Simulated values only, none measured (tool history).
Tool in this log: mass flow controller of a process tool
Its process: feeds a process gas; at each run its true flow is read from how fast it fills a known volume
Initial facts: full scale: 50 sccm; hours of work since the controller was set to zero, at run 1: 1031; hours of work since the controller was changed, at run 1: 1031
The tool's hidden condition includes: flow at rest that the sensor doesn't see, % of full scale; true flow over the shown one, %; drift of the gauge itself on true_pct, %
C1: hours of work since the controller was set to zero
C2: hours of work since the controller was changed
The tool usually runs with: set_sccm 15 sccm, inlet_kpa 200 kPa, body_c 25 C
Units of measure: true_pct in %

run 1 hour=0.0 | set_sccm=15 inlet_kpa=200 body_c=25 | C1=1031 C2=1031 | true_pct=99.63
run 2 hour=63.8 | set_sccm=15 inlet_kpa=149 body_c=25 | C1=1076 C2=1076 | true_pct=99.86
run 3 hour=127.2 | set_sccm=15 inlet_kpa=149 body_c=25 | C1=1120 C2=1120 | true_pct=99.91
run 4 hour=176.6 | set_sccm=35 inlet_kpa=149 body_c=25 | C1=1154 C2=1154 | true_pct=100.22
run 5 hour=270.1 | set_sccm=35 inlet_kpa=149 body_c=25 | C1=1220 C2=1220 | true_pct=100.31
run 6 hour=389.8 | set_sccm=35 inlet_kpa=149 body_c=25 | C1=1303 C2=1303 | true_pct=100.43
run 7 hour=470.7 | set_sccm=35 inlet_kpa=149 body_c=25 | C1=1360 C2=1360 | true_pct=100.50
run 8 hour=523.4 | set_sccm=35 inlet_kpa=149 body_c=25 | C1=1397 C2=1397 | true_pct=100.57
run 9 hour=574.4 | set_sccm=35 inlet_kpa=149 body_c=25 | C1=1432 C2=1432 | true_pct=100.58
run 10 hour=653.6 | set_sccm=10 inlet_kpa=174 body_c=25 | C1=1488 C2=1488 | true_pct=100.30
run 11 hour=764.3 | set_sccm=15 inlet_kpa=164 body_c=32 | C1=1565 C2=1565 | true_pct=101.18
run 12 hour=861.4 | set_sccm=15 inlet_kpa=164 body_c=32 | C1=1633 C2=1633 | true_pct=101.21
run 13 hour=942.5 | set_sccm=34 inlet_kpa=239 body_c=22 | C1=1689 C2=1689 | true_pct=100.21
run 14 hour=1058.9 | set_sccm=34 inlet_kpa=239 body_c=22 | C1=1771 C2=1771 | true_pct=100.28
run 15 hour=1114.1 | set_sccm=34 inlet_kpa=239 body_c=22 | C1=1809 C2=1809 | true_pct=100.33
run 16 hour=1211.1 | set_sccm=34 inlet_kpa=239 body_c=22 | C1=1877 C2=1877 | true_pct=100.45
run 17 hour=1268.8 | set_sccm=11 inlet_kpa=200 body_c=25 | C1=1917 C2=1917 | true_pct=100.73

Alternative continuations, all from the tool just after run 17; predict every row:
run A hour=1323.2 | set_sccm=5 inlet_kpa=203 body_c=36 | C1=1955 C2=1955 | true_pct=?
run B hour=1323.2 | set_sccm=35 inlet_kpa=200 body_c=25 | C1=1955 C2=1955 | true_pct=?
run C hour=1323.2 | set_sccm=19 inlet_kpa=237 body_c=33 | C1=1955 C2=1955 | true_pct=?
run D hour=1323.2 | set_sccm=13 inlet_kpa=247 body_c=31 | C1=1955 C2=1955 | true_pct=?
run E hour=1323.2 | set_sccm=26 inlet_kpa=155 body_c=23 | C1=1955 C2=1955 | true_pct=?

run=A true_pct=101.74
run=B true_pct=101.01
run=C true_pct=101.49
run=D true_pct=101.12
run=E true_pct=101.04
Stripped of hidden state, with their random variation kept, the same runs would have yielded:
run=A true_pct=100.52
run=B true_pct=99.80
run=C true_pct=100.28
run=D true_pct=99.91
run=E true_pct=99.84
